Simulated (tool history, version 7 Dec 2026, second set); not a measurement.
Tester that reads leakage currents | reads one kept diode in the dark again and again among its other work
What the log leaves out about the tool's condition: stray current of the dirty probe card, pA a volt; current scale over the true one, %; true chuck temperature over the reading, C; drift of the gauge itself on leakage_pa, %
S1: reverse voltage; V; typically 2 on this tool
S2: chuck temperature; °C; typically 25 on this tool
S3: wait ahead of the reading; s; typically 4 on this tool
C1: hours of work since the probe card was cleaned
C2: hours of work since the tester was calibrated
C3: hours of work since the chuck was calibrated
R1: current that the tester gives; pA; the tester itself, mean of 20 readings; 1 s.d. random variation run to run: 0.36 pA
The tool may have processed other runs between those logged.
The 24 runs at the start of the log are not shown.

{"run": 25, "hour": 3151.9, "S1": 1.06, "S2": 45, "S3": 0.52, "C1": 2072, "C2": 1570, "C3": 447, "R1": 547.8}
{"run": 26, "hour": 3310.5, "S1": 1.06, "S2": 45, "S3": 0.52, "C1": 2141, "C2": 1639, "C3": 516, "R1": 548.72}
{"run": 27, "hour": 3462.7, "S1": 1.06, "S2": 35, "S3": 0.89, "C1": 2207, "C2": 1705, "C3": 582, "R1": 248.6}
{"run": 28, "hour": 3545.5, "S1": 1.06, "S2": 35, "S3": 0.89, "C1": 2243, "C2": 1741, "C3": 618, "R1": 249.64}
{"hour": 3660.4, "done": "chuck's temperature calibrated"}
{"run": 29, "hour": 3661.3, "S1": 1.06, "S2": 35, "S3": 0.89, "C1": 2293, "C2": 1791, "C3": 0, "R1": 230.88}
{"run": 30, "hour": 3809.9, "S1": 9.68, "S2": 33, "S3": 3.4, "C1": 2358, "C2": 1856, "C3": 65, "R1": 448.53}
{"run": 31, "hour": 3987.1, "S1": 8.22, "S2": 36, "S3": 0.75, "C1": 2435, "C2": 1933, "C3": 142, "R1": 550.11}
{"run": 32, "hour": 4139.7, "S1": 5.06, "S2": 21, "S3": 0.4, "C1": 2501, "C2": 1999, "C3": 209, "R1": 132.26}
{"run": 33, "hour": 4238.1, "S1": 19.3, "S2": 52, "S3": 0.37, "C1": 2544, "C2": 2042, "C3": 252, "R1": 2686.91}

Here are 3 independent what-if runs from the current tool condition. What would each one return?
{"run": "A", "hour": 4411.5, "S1": 2, "S2": 25, "S3": 2.66, "C1": 2620, "C2": 2118, "C3": 327, "R1": "?"}
{"run": "B", "hour": 4411.5, "S1": 11.5, "S2": 38, "S3": 0.3, "C1": 2620, "C2": 2118, "C3": 327, "R1": "?"}
{"run": "C", "hour": 4411.5, "S1": 2, "S2": 38, "S3": 5.9, "C1": 2620, "C2": 2118, "C3": 327, "R1": "?"}

run=A R1=131.29
run=B R1=763.42
run=C R1=391.28
Without the tool's unlogged condition, the same runs would have read:
run=A R1=118.21
run=B R1=691.27
run=C R1=358.97
